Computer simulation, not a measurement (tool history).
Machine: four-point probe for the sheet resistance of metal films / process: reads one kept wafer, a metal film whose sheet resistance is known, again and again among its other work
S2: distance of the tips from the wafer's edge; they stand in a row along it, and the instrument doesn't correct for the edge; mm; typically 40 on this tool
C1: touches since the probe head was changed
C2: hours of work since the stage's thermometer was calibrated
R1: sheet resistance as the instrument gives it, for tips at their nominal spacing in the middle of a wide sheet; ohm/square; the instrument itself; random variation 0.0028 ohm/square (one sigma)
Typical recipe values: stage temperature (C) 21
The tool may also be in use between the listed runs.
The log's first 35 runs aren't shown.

Run 36, hour 1335.4: usual settings but stage temperature (C) 22, S2 4 mm; C1 46855; C2 181. Result: R1 14.153067 ohm/square.
Run 37, hour 1361.8: usual settings but stage temperature (C) 22, S2 18 mm; C1 47251; C2 192. Result: R1 13.971002 ohm/square.
Run 38, hour 1397: usual settings but stage temperature (C) 26; C1 47777; C2 207. Result: R1 13.902831 ohm/square.
Run 39, hour 1432.1: usual settings but stage temperature (C) 22, S2 5 mm; C1 48301; C2 221. Result: R1 14.08591 ohm/square.
Run 40, hour 1468.4: usual settings but stage temperature (C) 22, S2 5 mm; C1 48844; C2 237. Result: R1 14.084392 ohm/square.
Run 41, hour 1511.3: usual settings but stage temperature (C) 22, S2 10 mm; C1 49485; C2 255. Result: R1 13.994194 ohm/square.
Run 42, hour 1560: usual settings but stage temperature (C) 23; C1 50212; C2 276. Result: R1 13.955849 ohm/square.
Run 43, hour 1590.2: usual settings but stage temperature (C) 32, S2 19 mm; C1 50664; C2 288. Result: R1 13.825576 ohm/square.
Run 44, hour 1626: usual settings but stage temperature (C) 32, S2 19 mm; C1 51200; C2 304. Result: R1 13.825265 ohm/square.
Run 45, hour 1669.8: usual settings but stage temperature (C) 20, S2 30 mm; C1 51853; C2 322. Result: R1 13.999685 ohm/square.
Run 46, hour 1702.6: usual settings but stage temperature (C) 19, S2 29 mm; C1 52344; C2 336. Result: R1 14.01457 ohm/square.

Alternative continuations, all from the tool just after run 46; predict every row:
Run A, hour 1750.9: usual settings but stage temperature (C) 28, S2 14 mm; C1 53066; C2 356. Result: R1 ?.
Run B, hour 1750.9: usual settings but stage temperature (C) 29; C1 53066; C2 356. Result: R1 ?.
Run C, hour 1750.9: usual settings but stage temperature (C) 33, S2 29 mm; C1 53066; C2 356. Result: R1 ?.

run         R1
  A  13.894862
  B  13.863685
  C  13.809514
Take away the tool's hidden state, keep each run's random variation, and the runs would have read:
run         R1
  A  13.837165
  B  13.806125
  C  13.752224

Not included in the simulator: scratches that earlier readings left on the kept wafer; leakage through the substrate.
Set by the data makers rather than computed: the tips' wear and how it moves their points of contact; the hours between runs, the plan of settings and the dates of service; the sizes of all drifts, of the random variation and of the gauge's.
